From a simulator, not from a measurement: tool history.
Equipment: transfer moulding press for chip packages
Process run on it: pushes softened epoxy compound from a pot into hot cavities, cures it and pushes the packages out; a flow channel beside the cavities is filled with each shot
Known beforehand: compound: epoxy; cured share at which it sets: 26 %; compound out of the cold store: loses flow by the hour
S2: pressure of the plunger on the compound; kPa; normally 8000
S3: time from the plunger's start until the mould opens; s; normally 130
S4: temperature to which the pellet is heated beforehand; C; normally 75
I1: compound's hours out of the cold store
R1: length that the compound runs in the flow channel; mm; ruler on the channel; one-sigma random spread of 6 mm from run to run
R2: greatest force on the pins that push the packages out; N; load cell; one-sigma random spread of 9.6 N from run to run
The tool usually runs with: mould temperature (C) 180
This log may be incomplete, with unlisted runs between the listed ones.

{"run": 1, "hour": 0.0, "mould temperature (C)": 180, "S2": 8000, "S3": 130, "S4": 75, "I1": 16.1, "R1": 859, "R2": 542}
{"run": 2, "hour": 8.2, "mould temperature (C)": 180, "S2": 8000, "S3": 130, "S4": 75, "I1": 44.6, "R1": 742, "R2": 571}
{"run": 3, "hour": 16.7, "mould temperature (C)": 180, "S2": 8000, "S3": 113, "S4": 75, "I1": 24.2, "R1": 826, "R2": 825}
{"run": 4, "hour": 23.9, "mould temperature (C)": 180, "S2": 8000, "S3": 113, "S4": 75, "I1": 42.9, "R1": 763, "R2": 821}
{"run": 5, "hour": 30.5, "mould temperature (C)": 180, "S2": 8000, "S3": 113, "S4": 75, "I1": 46.7, "R1": 734, "R2": 856}
{"run": 6, "hour": 36.5, "mould temperature (C)": 180, "S2": 8000, "S3": 113, "S4": 75, "I1": 32.5, "R1": 786, "R2": 928}
{"run": 7, "hour": 41.3, "mould temperature (C)": 180, "S2": 8000, "S3": 113, "S4": 75, "I1": 38.3, "R1": 767, "R2": 951}
{"run": 8, "hour": 48.5, "mould temperature (C)": 180, "S2": 8000, "S3": 130, "S4": 75, "I1": 32.2, "R1": 787, "R2": 780}
{"run": 9, "hour": 53.7, "mould temperature (C)": 180, "S2": 7590, "S3": 130, "S4": 75, "I1": 31.0, "R1": 782, "R2": 774}
{"run": 10, "hour": 57.7, "mould temperature (C)": 180, "S2": 7590, "S3": 130, "S4": 75, "I1": 36.7, "R1": 743, "R2": 805}
{"run": 11, "hour": 66.1, "mould temperature (C)": 180, "S2": 8000, "S3": 130, "S4": 75, "I1": 29.0, "R1": 787, "R2": 869}
{"run": 12, "hour": 74.3, "mould temperature (C)": 180, "S2": 8000, "S3": 130, "S4": 75, "I1": 43.4, "R1": 749, "R2": 864}
{"run": 13, "hour": 80.9, "mould temperature (C)": 182, "S2": 8000, "S3": 130, "S4": 75, "I1": 34.6, "R1": 773, "R2": 842}
{"run": 14, "hour": 87.4, "mould temperature (C)": 180, "S2": 9420, "S3": 130, "S4": 75, "I1": 12.2, "R1": 927, "R2": 892}
{"run": 15, "hour": 94.8, "mould temperature (C)": 186, "S2": 9420, "S3": 128, "S4": 75, "I1": 36.5, "R1": 812, "R2": 807}
{"hour": 99.3, "done": "cavities cleaned with cleaning compound and waxed"}
{"run": 16, "hour": 102.9, "mould temperature (C)": 180, "S2": 6040, "S3": 164, "S4": 69, "I1": 36.4, "R1": 665, "R2": 398}
{"run": 17, "hour": 108.9, "mould temperature (C)": 182, "S2": 7140, "S3": 135, "S4": 83, "I1": 44.0, "R1": 699, "R2": 469}
{"run": 18, "hour": 113.6, "mould temperature (C)": 182, "S2": 9050, "S3": 141, "S4": 82, "I1": 29.8, "R1": 837, "R2": 503}
{"run": 19, "hour": 121.7, "mould temperature (C)": 178, "S2": 8000, "S3": 141, "S4": 82, "I1": 37.8, "R1": 766, "R2": 587}
{"run": 20, "hour": 129.1, "mould temperature (C)": 182, "S2": 8910, "S3": 114, "S4": 82, "I1": 20.0, "R1": 868, "R2": 731}
{"run": 21, "hour": 138.7, "mould temperature (C)": 182, "S2": 8910, "S3": 114, "S4": 82, "I1": 42.1, "R1": 782, "R2": 783}
{"run": 22, "hour": 143.0, "mould temperature (C)": 180, "S2": 8110, "S3": 117, "S4": 75, "I1": 18.7, "R1": 845, "R2": 853}
{"run": 23, "hour": 150.4, "mould temperature (C)": 178, "S2": 8110, "S3": 117, "S4": 78, "I1": 30.0, "R1": 799, "R2": 986}
{"run": 24, "hour": 156.1, "mould temperature (C)": 181, "S2": 8810, "S3": 129, "S4": 76, "I1": 45.6, "R1": 765, "R2": 775}
{"run": 25, "hour": 162.6, "mould temperature (C)": 181, "S2": 8810, "S3": 129, "S4": 76, "I1": 47.6, "R1": 758, "R2": 783}
{"run": 26, "hour": 168.8, "mould temperature (C)": 177, "S2": 6620, "S3": 125, "S4": 76, "I1": 12.8, "R1": 781, "R2": 1031}
{"run": 27, "hour": 178.3, "mould temperature (C)": 185, "S2": 8200, "S3": 121, "S4": 78, "I1": 25.0, "R1": 810, "R2": 791}
{"run": 28, "hour": 184.2, "mould temperature (C)": 185, "S2": 8200, "S3": 121, "S4": 78, "I1": 24.1, "R1": 816, "R2": 806}

Selected run-to-run steps in R1, each split into two signed amounts: the part the tool would show with no hidden state at all (from settings, incoming material and random variation), and the remainder, which goes to the hidden state together with any gauge scatter not common to the measured and the hidden-state-free results:
What the log doesn't record here: true mould temperature over the reading, C; pressure that reaches the compound, % of what is set; grip of the stained cavities, % over clean ones'; drift of the gauge itself on flow_mm, %; drift of the gauge itself on push_out_n, %.
Run 13 -> 14: mould temperature (C) 182 -> 180, S2 8000 -> 9420. R1 +154 mm: hidden state -4, all else +158.
Run 15 -> 16: mould temperature (C) 186 -> 180, S2 9420 -> 6040, S3 128 -> 164, S4 75 -> 69, cavities cleaned with cleaning compound and waxed. R1 -147 mm: hidden state +3, all else -150.
Run 17 -> 18: S2 7140 -> 9050, S3 135 -> 141, S4 83 -> 82. R1 +138 mm: hidden state -4, all else +142.

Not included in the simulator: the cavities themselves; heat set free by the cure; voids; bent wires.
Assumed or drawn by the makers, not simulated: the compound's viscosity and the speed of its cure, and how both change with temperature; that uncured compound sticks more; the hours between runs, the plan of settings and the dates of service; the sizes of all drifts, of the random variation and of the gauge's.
